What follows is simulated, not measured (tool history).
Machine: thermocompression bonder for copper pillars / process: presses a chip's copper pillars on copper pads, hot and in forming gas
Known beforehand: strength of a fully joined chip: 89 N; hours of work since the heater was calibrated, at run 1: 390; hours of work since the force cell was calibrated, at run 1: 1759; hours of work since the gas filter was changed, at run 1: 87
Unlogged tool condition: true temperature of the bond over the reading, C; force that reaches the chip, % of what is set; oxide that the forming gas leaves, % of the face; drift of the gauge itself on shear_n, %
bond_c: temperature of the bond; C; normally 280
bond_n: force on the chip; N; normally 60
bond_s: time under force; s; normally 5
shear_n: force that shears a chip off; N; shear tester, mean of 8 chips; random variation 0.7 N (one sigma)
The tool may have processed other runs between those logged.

run,hour,bond_c,bond_n,bond_s,hours of work since the heater was calibrated,hours of work since the force cell was calibrated,hours of work since the gas filter was changed,shear_n
1,0.0,280,60,5,390,1759,87,62.1
2,53.5,280,60,5,419,1788,115,62.0
3,133.0,296,60,5,462,1830,158,69.5
4,179.4,280,60,5,486,1855,183,60.0
5,219.7,280,60,5,508,1876,204,59.0
6,301.8,280,60,12,552,1920,248,70.4
# hour 330.2: force cell calibrated
7,371.3,280,60,4,588,22,285,51.3
8,407.7,280,60,4,608,41,304,51.9
9,487.7,280,56,5,651,84,347,51.2
10,534.3,275,60,5,676,109,372,48.3
# hour 541.8: forming gas filter changed
11,589.3,275,60,5,705,138,25,55.1
12,640.7,280,60,3,732,166,53,49.5
13,675.0,280,60,3,751,184,71,49.8
14,715.1,280,60,3,772,206,93,48.1
# hour 749.5: heater calibrated with a thermocouple chip
15,784.9,280,60,3,19,242,129,56.1
16,833.3,280,60,5,45,268,155,63.5
17,912.9,280,65,5,87,311,198,65.3
18,949.5,280,65,5,107,330,217,66.1
19,1021.9,280,66,5,146,369,256,65.1
20,1059.0,280,70,5,166,389,276,66.7
21,1115.0,280,70,5,196,419,306,65.7
22,1187.3,262,66,10,234,457,344,60.1
23,1221.1,305,78,3,252,475,362,72.1
# hour 1249.6: forming gas filter changed
24,1289.7,305,78,3,289,512,21,80.2
25,1336.5,305,78,9,314,537,47,85.8
26,1379.2,278,51,9,337,560,69,61.9
27,1450.5,280,40,3,375,598,108,35.2
28,1488.8,299,88,3,395,618,128,79.0
29,1554.2,299,69,3,430,653,163,70.7
30,1624.5,299,69,3,468,691,201,69.0
31,1668.0,262,71,3,491,714,224,46.8
32,1745.3,253,85,7,533,756,265,59.1
33,1821.3,253,85,7,573,796,306,58.1
34,1874.6,305,45,5,602,825,334,59.7
35,1941.7,280,37,5,638,861,370,34.0
# hour 1949.3: forming gas filter changed
36,1994.0,280,37,5,665,888,24,37.4
37,2070.3,283,73,5,706,929,65,70.1
38,2144.7,291,56,8,746,969,105,68.7
39,2203.7,271,60,5,778,1001,136,50.9

Consider 3 possible next runs. They are alternatives, not a sequence: every one starts from the tool as it was left by run 39. What does each give?
# hour 2223.6: heater calibrated with a thermocouple chip
A,2259.8,280,36,5,19,1030,165,?
# hour 2223.6: heater calibrated with a thermocouple chip
B,2259.8,257,48,7,19,1030,165,?
# hour 2223.6: heater calibrated with a thermocouple chip
C,2259.8,268,60,4,19,1030,165,?

run,shear_n
A,40.0
B,41.9
C,51.6
Without the tool's hidden state the same runs would have given:
run,shear_n
A,41.1
B,43.1
C,53.3
